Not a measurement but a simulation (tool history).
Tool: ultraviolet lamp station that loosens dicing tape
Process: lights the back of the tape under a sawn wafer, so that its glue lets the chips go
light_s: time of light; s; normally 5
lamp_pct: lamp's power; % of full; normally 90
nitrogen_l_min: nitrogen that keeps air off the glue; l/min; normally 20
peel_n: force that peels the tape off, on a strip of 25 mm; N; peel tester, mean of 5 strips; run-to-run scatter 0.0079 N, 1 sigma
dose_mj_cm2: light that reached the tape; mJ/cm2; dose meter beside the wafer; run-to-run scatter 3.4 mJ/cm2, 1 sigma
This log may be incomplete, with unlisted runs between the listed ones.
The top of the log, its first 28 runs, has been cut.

run 29 day=42.729 | light_s=5 lamp_pct=91 nitrogen_l_min=16 | peel_n=0.322 dose_mj_cm2=559
run 30 day=43.662 | light_s=5 lamp_pct=87 nitrogen_l_min=15 | peel_n=0.364 dose_mj_cm2=533
run 31 day=45.096 | light_s=5 lamp_pct=87 nitrogen_l_min=15 | peel_n=0.351 dose_mj_cm2=529
run 32 day=47.117 | light_s=7 lamp_pct=66 nitrogen_l_min=6 | peel_n=0.554 dose_mj_cm2=560
run 33 day=48.721 | light_s=5 lamp_pct=93 nitrogen_l_min=15 | peel_n=0.336 dose_mj_cm2=567
run 34 day=50.979 | light_s=5 lamp_pct=93 nitrogen_l_min=15 | peel_n=0.324 dose_mj_cm2=560
run 35 day=52.021 | light_s=4 lamp_pct=72 nitrogen_l_min=13 | peel_n=0.823 dose_mj_cm2=353
run 36 day=54.200 | light_s=5 lamp_pct=66 nitrogen_l_min=12 | peel_n=0.663 dose_mj_cm2=400
run 37 day=55.692 | light_s=5 lamp_pct=66 nitrogen_l_min=12 | peel_n=0.678 dose_mj_cm2=408
run 38 day=57.883 | light_s=6 lamp_pct=65 nitrogen_l_min=12 | peel_n=0.491 dose_mj_cm2=474
run 39 day=59.017 | light_s=6 lamp_pct=61 nitrogen_l_min=20 | peel_n=0.425 dose_mj_cm2=446

4 ways to go on from here, each from the tool as it stands after run 39. What would each give?
-- day=59.958 window cleaned of glue's vapour
run A day=60.392 | light_s=8 lamp_pct=61 nitrogen_l_min=14 | peel_n=? dose_mj_cm2=?
-- day=59.958 window cleaned of glue's vapour
run B day=60.392 | light_s=2 lamp_pct=90 nitrogen_l_min=29 | peel_n=? dose_mj_cm2=?
-- day=59.958 window cleaned of glue's vapour
run C day=60.392 | light_s=5 lamp_pct=80 nitrogen_l_min=20 | peel_n=? dose_mj_cm2=?
-- day=59.958 window cleaned of glue's vapour
run D day=60.392 | light_s=6 lamp_pct=61 nitrogen_l_min=7 | peel_n=? dose_mj_cm2=?

run=A peel_n=0.309 dose_mj_cm2=594
run=B peel_n=1.264 dose_mj_cm2=222
run=C peel_n=0.366 dose_mj_cm2=495
run=D peel_n=0.808 dose_mj_cm2=447
With no hidden state in the tool, these same runs would have given:
run=A peel_n=0.309 dose_mj_cm2=595
run=B peel_n=1.260 dose_mj_cm2=222
run=C peel_n=0.365 dose_mj_cm2=496
run=D peel_n=0.805 dose_mj_cm2=448

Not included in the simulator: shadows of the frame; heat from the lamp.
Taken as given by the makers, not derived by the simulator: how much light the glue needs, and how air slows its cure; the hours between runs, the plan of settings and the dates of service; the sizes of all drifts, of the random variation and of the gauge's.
